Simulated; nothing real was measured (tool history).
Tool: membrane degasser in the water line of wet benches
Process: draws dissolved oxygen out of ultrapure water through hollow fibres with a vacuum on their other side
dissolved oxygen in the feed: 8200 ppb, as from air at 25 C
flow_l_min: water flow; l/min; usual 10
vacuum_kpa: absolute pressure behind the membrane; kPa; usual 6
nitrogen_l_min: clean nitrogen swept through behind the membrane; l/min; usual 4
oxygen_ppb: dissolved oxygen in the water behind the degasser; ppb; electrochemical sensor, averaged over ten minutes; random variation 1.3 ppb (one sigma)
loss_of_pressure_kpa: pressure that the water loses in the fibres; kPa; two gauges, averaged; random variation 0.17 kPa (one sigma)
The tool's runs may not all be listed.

{"run": 1, "hour": 0.0, "flow_l_min": 10, "vacuum_kpa": 6, "nitrogen_l_min": 4, "oxygen_ppb": 129.5, "loss_of_pressure_kpa": 30.44}
{"run": 2, "hour": 229.9, "flow_l_min": 10, "vacuum_kpa": 6, "nitrogen_l_min": 4, "oxygen_ppb": 124.9, "loss_of_pressure_kpa": 30}
{"hour": 344.4, "done": "vacuum gauge calibrated"}
{"run": 3, "hour": 444.2, "flow_l_min": 10, "vacuum_kpa": 3.65, "nitrogen_l_min": 4, "oxygen_ppb": 115.8, "loss_of_pressure_kpa": 30.07}
{"run": 4, "hour": 667.7, "flow_l_min": 10, "vacuum_kpa": 3.65, "nitrogen_l_min": 4, "oxygen_ppb": 117.9, "loss_of_pressure_kpa": 29.82}
{"run": 5, "hour": 929.8, "flow_l_min": 10, "vacuum_kpa": 3.65, "nitrogen_l_min": 4, "oxygen_ppb": 115.7, "loss_of_pressure_kpa": 29.95}
{"run": 6, "hour": 1075.0, "flow_l_min": 10, "vacuum_kpa": 7.87, "nitrogen_l_min": 4, "oxygen_ppb": 141.7, "loss_of_pressure_kpa": 30.05}
{"run": 7, "hour": 1243.0, "flow_l_min": 10, "vacuum_kpa": 7.87, "nitrogen_l_min": 4, "oxygen_ppb": 140.6, "loss_of_pressure_kpa": 29.94}
{"run": 8, "hour": 1410.4, "flow_l_min": 10, "vacuum_kpa": 7.87, "nitrogen_l_min": 4, "oxygen_ppb": 142.5, "loss_of_pressure_kpa": 29.67}
{"run": 9, "hour": 1612.9, "flow_l_min": 6, "vacuum_kpa": 6, "nitrogen_l_min": 4, "oxygen_ppb": 40.9, "loss_of_pressure_kpa": 17.85}
{"run": 10, "hour": 1889.5, "flow_l_min": 10, "vacuum_kpa": 6, "nitrogen_l_min": 4, "oxygen_ppb": 132, "loss_of_pressure_kpa": 29.5}
{"run": 11, "hour": 2035.3, "flow_l_min": 10, "vacuum_kpa": 6, "nitrogen_l_min": 4, "oxygen_ppb": 129.5, "loss_of_pressure_kpa": 29.19}
{"run": 12, "hour": 2180.0, "flow_l_min": 10, "vacuum_kpa": 6, "nitrogen_l_min": 4, "oxygen_ppb": 130.6, "loss_of_pressure_kpa": 29.39}
{"run": 13, "hour": 2311.0, "flow_l_min": 10, "vacuum_kpa": 6, "nitrogen_l_min": 4, "oxygen_ppb": 129.2, "loss_of_pressure_kpa": 29.32}
{"hour": 2449.5, "done": "gauge calibrated"}
{"run": 14, "hour": 2473.0, "flow_l_min": 8, "vacuum_kpa": 6, "nitrogen_l_min": 4, "oxygen_ppb": 80.6, "loss_of_pressure_kpa": 24.43}
{"run": 15, "hour": 2587.6, "flow_l_min": 8, "vacuum_kpa": 6, "nitrogen_l_min": 4, "oxygen_ppb": 79.9, "loss_of_pressure_kpa": 24.32}
{"run": 16, "hour": 2781.3, "flow_l_min": 8, "vacuum_kpa": 6, "nitrogen_l_min": 4, "oxygen_ppb": 80.4, "loss_of_pressure_kpa": 23.99}
{"run": 17, "hour": 3044.6, "flow_l_min": 9, "vacuum_kpa": 10.84, "nitrogen_l_min": 4, "oxygen_ppb": 130.5, "loss_of_pressure_kpa": 27.08}
{"run": 18, "hour": 3291.9, "flow_l_min": 16, "vacuum_kpa": 12.94, "nitrogen_l_min": 2.59, "oxygen_ppb": 417.9, "loss_of_pressure_kpa": 48.4}
{"run": 19, "hour": 3415.1, "flow_l_min": 16, "vacuum_kpa": 12.94, "nitrogen_l_min": 2.59, "oxygen_ppb": 422.6, "loss_of_pressure_kpa": 47.97}
{"run": 20, "hour": 3596.9, "flow_l_min": 12, "vacuum_kpa": 5.52, "nitrogen_l_min": 6.97, "oxygen_ppb": 176.6, "loss_of_pressure_kpa": 35.88}
{"run": 21, "hour": 3757.5, "flow_l_min": 7, "vacuum_kpa": 6, "nitrogen_l_min": 1.85, "oxygen_ppb": 71.2, "loss_of_pressure_kpa": 20.9}
{"run": 22, "hour": 4011.3, "flow_l_min": 12, "vacuum_kpa": 5.03, "nitrogen_l_min": 1.85, "oxygen_ppb": 194.4, "loss_of_pressure_kpa": 35.78}
{"run": 23, "hour": 4153.8, "flow_l_min": 7, "vacuum_kpa": 8.93, "nitrogen_l_min": 5.51, "oxygen_ppb": 64, "loss_of_pressure_kpa": 20.59}
{"run": 24, "hour": 4401.2, "flow_l_min": 10, "vacuum_kpa": 6.29, "nitrogen_l_min": 6.59, "oxygen_ppb": 123.5, "loss_of_pressure_kpa": 29.46}
{"run": 25, "hour": 4517.5, "flow_l_min": 8, "vacuum_kpa": 6, "nitrogen_l_min": 4, "oxygen_ppb": 81.7, "loss_of_pressure_kpa": 23.61}
{"run": 26, "hour": 4637.7, "flow_l_min": 8, "vacuum_kpa": 6, "nitrogen_l_min": 4, "oxygen_ppb": 80.2, "loss_of_pressure_kpa": 23.56}
{"run": 27, "hour": 4818.3, "flow_l_min": 8, "vacuum_kpa": 6, "nitrogen_l_min": 4, "oxygen_ppb": 80.8, "loss_of_pressure_kpa": 23.25}
{"run": 28, "hour": 4953.8, "flow_l_min": 10, "vacuum_kpa": 9.52, "nitrogen_l_min": 4, "oxygen_ppb": 151.2, "loss_of_pressure_kpa": 29.31}
{"run": 29, "hour": 5123.8, "flow_l_min": 7, "vacuum_kpa": 4.76, "nitrogen_l_min": 4, "oxygen_ppb": 53.7, "loss_of_pressure_kpa": 20.55}
{"run": 30, "hour": 5241.1, "flow_l_min": 7, "vacuum_kpa": 4.76, "nitrogen_l_min": 4, "oxygen_ppb": 53.6, "loss_of_pressure_kpa": 20.65}

4 ways to go on from here, each from the tool as it stands after run 30. What would each give?
{"run": "A", "hour": 5444.0, "flow_l_min": 9, "vacuum_kpa": 10.68, "nitrogen_l_min": 5.24, "oxygen_ppb": "?", "loss_of_pressure_kpa": "?"}
{"run": "B", "hour": 5444.0, "flow_l_min": 10, "vacuum_kpa": 6.62, "nitrogen_l_min": 9.95, "oxygen_ppb": "?", "loss_of_pressure_kpa": "?"}
{"run": "C", "hour": 5444.0, "flow_l_min": 10, "vacuum_kpa": 9.82, "nitrogen_l_min": 4.11, "oxygen_ppb": "?", "loss_of_pressure_kpa": "?"}
{"run": "D", "hour": 5444.0, "flow_l_min": 10, "vacuum_kpa": 6, "nitrogen_l_min": 4.72, "oxygen_ppb": "?", "loss_of_pressure_kpa": "?"}

run=A oxygen_ppb=119.1 loss_of_pressure_kpa=26.37
run=B oxygen_ppb=122.8 loss_of_pressure_kpa=29.46
run=C oxygen_ppb=150.4 loss_of_pressure_kpa=29.22
run=D oxygen_ppb=127.1 loss_of_pressure_kpa=28.83
Without the tool's hidden state the same runs would have given:
run=A oxygen_ppb=119 loss_of_pressure_kpa=27.36
run=B oxygen_ppb=122.7 loss_of_pressure_kpa=30.56
run=C oxygen_ppb=150.2 loss_of_pressure_kpa=30.32
run=D oxygen_ppb=126.9 loss_of_pressure_kpa=29.93
